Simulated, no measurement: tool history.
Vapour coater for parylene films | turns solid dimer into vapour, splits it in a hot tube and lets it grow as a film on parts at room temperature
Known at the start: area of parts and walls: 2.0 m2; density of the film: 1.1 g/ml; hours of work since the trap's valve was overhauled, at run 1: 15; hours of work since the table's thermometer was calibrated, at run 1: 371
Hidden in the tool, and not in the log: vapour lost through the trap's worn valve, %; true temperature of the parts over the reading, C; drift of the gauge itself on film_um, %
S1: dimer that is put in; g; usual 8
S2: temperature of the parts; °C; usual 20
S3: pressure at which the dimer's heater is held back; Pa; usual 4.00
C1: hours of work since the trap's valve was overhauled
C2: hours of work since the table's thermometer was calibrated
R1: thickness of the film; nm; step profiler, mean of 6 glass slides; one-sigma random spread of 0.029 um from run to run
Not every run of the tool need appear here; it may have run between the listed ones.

Run 1, hour 0.0: usual settings; C1 15; C2 371. Result: R1 2680 nm.
Run 2, hour 14.8: usual settings; C1 28; C2 384. Result: R1 2710 nm.
Run 3, hour 24.4: usual settings; C1 36; C2 392. Result: R1 2650 nm.
Run 4, hour 34.0: usual settings; C1 44; C2 400. Result: R1 2680 nm.
Run 5, hour 43.7: usual settings; C1 52; C2 408. Result: R1 2620 nm.
Run 6, hour 53.9: usual settings; C1 61; C2 417. Result: R1 2620 nm.
Run 7, hour 65.9: usual settings but S3 10.47 Pa; C1 71; C2 427. Result: R1 2390 nm.
Run 8, hour 75.7: usual settings but S3 10.47 Pa; C1 80; C2 435. Result: R1 2430 nm.
Run 9, hour 84.3: usual settings; C1 87; C2 443. Result: R1 2670 nm.
Run 10, hour 97.2: usual settings but S3 2.97 Pa; C1 98; C2 454. Result: R1 2730 nm.
Run 11, hour 109.0: usual settings; C1 108; C2 464. Result: R1 2630 nm.
Run 12, hour 123.4: usual settings but S1 6 g; C1 120; C2 476. Result: R1 1990 nm.
Run 13, hour 130.3: usual settings but S1 6 g, S2 14 °C; C1 126; C2 482. Result: R1 2260 nm.
Run 14, hour 138.2: usual settings but S1 6 g, S2 14 °C; C1 133; C2 489. Result: R1 2230 nm.
Run 15, hour 153.2: usual settings but S1 6 g, S2 14 °C; C1 145; C2 501. Result: R1 2220 nm.
Run 16, hour 166.3: usual settings but S1 6 g, S2 14 °C; C1 157; C2 513. Result: R1 2210 nm.
Run 17, hour 182.2: usual settings but S3 7.46 Pa; C1 170; C2 526. Result: R1 2490 nm.
Run 18, hour 190.1: usual settings; C1 177; C2 533. Result: R1 2670 nm.
Run 19, hour 199.0: usual settings but S1 4 g, S2 21 °C; C1 184; C2 540. Result: R1 1290 nm.
Run 20, hour 212.6: usual settings but S1 4 g, S2 21 °C; C1 196; C2 552. Result: R1 1290 nm.
Run 21, hour 226.5: usual settings but S1 4 g, S2 21 °C; C1 208; C2 564. Result: R1 1330 nm.
Run 22, hour 238.3: usual settings but S1 6 g, S2 25 °C, S3 10.54 Pa; C1 218; C2 574. Result: R1 1620 nm.
Run 23, hour 244.7: usual settings but S1 6 g, S2 25 °C, S3 10.54 Pa; C1 223; C2 579. Result: R1 1620 nm.
Run 24, hour 254.5: usual settings but S1 6 g, S2 25 °C, S3 10.54 Pa; C1 232; C2 588. Result: R1 1660 nm.
At hour 268.0: trap's valve overhauled.
Run 25, hour 274.1: usual settings but S1 6 g, S2 25 °C, S3 10.54 Pa; C1 5; C2 601. Result: R1 1660 nm.
Run 26, hour 285.8: usual settings but S1 6 g, S2 25 °C, S3 10.54 Pa; C1 15; C2 611. Result: R1 1650 nm.
Run 27, hour 292.9: usual settings but S1 5 g, S2 25 °C, S3 10.23 Pa; C1 21; C2 617. Result: R1 1350 nm.
Run 28, hour 300.4: usual settings but S1 4 g, S2 29 °C, S3 8.00 Pa; C1 28; C2 623. Result: R1 1050 nm.
Run 29, hour 308.0: usual settings but S1 4 g, S2 29 °C, S3 8.00 Pa; C1 34; C2 630. Result: R1 1040 nm.
Run 30, hour 318.4: usual settings but S2 29 °C, S3 8.00 Pa; C1 43; C2 639. Result: R1 2080 nm.
Run 31, hour 328.0: usual settings but S1 10 g, S2 27 °C; C1 51; C2 647. Result: R1 2900 nm.
Run 32, hour 335.1: usual settings but S1 10 g, S2 27 °C; C1 57; C2 653. Result: R1 2880 nm.
Run 33, hour 349.6: usual settings but S1 4 g, S2 29 °C; C1 69; C2 665. Result: R1 1120 nm.
Run 34, hour 359.7: usual settings but S1 9 g, S2 14 °C, S3 7.82 Pa; C1 78; C2 674. Result: R1 3140 nm.
Run 35, hour 369.1: usual settings but S1 9 g, S2 14 °C, S3 7.82 Pa; C1 86; C2 682. Result: R1 3130 nm.
Run 36, hour 382.4: usual settings but S1 9 g, S2 14 °C, S3 2.83 Pa; C1 97; C2 693. Result: R1 3460 nm.

Here are 3 independent what-if runs from the current tool condition. What would each one return?
Run A, hour 389.1: usual settings but S1 6 g, S2 25 °C, S3 3.44 Pa; C1 103; C2 699. Result: R1 ?.
Run B, hour 389.1: usual settings but S1 6 g, S3 2.35 Pa; C1 103; C2 699. Result: R1 ?.
Run C, hour 389.1: usual settings but S2 12 °C, S3 9.07 Pa; C1 103; C2 699. Result: R1 ?.

run    R1
  A  1830
  B  2130
  C  2870
Without the tool's unlogged condition, the same runs would have read:
run    R1
  A  1830
  B  2140
  C  2870
